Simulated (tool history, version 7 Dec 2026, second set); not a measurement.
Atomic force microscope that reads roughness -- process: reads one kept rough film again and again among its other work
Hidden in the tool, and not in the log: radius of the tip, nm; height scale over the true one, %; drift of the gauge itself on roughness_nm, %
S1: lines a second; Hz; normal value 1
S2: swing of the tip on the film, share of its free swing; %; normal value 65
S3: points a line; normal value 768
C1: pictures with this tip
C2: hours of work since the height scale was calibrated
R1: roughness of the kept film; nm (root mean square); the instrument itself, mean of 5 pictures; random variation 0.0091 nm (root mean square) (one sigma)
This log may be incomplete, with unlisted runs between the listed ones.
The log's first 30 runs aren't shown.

run   hour    S1  S2   S3   C1   C2     R1
 31  436.1     1  64  563   64  132  2.179
 32  456.2     1  64  423   89  144  2.142
 33  467.3     1  64  423  103  151  2.146
 34  476.6     1  64  423  115  157   2.12
 35  494.7     1  65  260  138  169  2.107
 36  503.9     1  65  260  150  174  2.107
 37  516.7  0.52  83  284  166  182  2.075
 38  532.5  0.52  83  284  186  192  2.063
 39  552.1  0.52  83  284  211  205  2.045
 40  560.7  0.52  83  284  222  210  2.053
 41  579.2  0.52  83  284  245  222  2.014
 42  587.6  0.52  83  284  256  227  2.011
 43  597.3  0.52  83  284  268  233  2.013
 44  607.5  1.19  57  401  281  239  2.019
     614.9  -- new tip fitted
 45  620.4  1.19  57  401    7  247  2.225
 46  640.7  3.26  70  513   33  260   2.05
 47  650.3  2.57  71  367   45  266  2.073
 48  665.2  2.57  83  367   64  275   1.95
 49  678.9     1  60  424   81  284  2.194
 50  692.7  0.98  79  504   99  293  2.082
 51  701.7     1  89  491  110  298  2.032
 52  721.2  3.28  74  871  135  310  1.953
 53  738.4     1  57  470  156  321  2.141
 54  753.7     1  57  470  176  331  2.118

3 options for the next run, each taken on its own from the tool as it stands now. Forecast them:
  A  772.4  1.01  55   402  199  343   ?
  B  772.4  0.79  87   770  199  343   ?
  C  772.4  0.75  63  1023  199  343   ?

run     R1
  A  2.088
  B  2.022
  C  2.093
The same runs, with their run-to-run variation unchanged, on a tool lacking any hidden condition would have given:
run     R1
  A  2.218
  B  2.148
  C  2.224
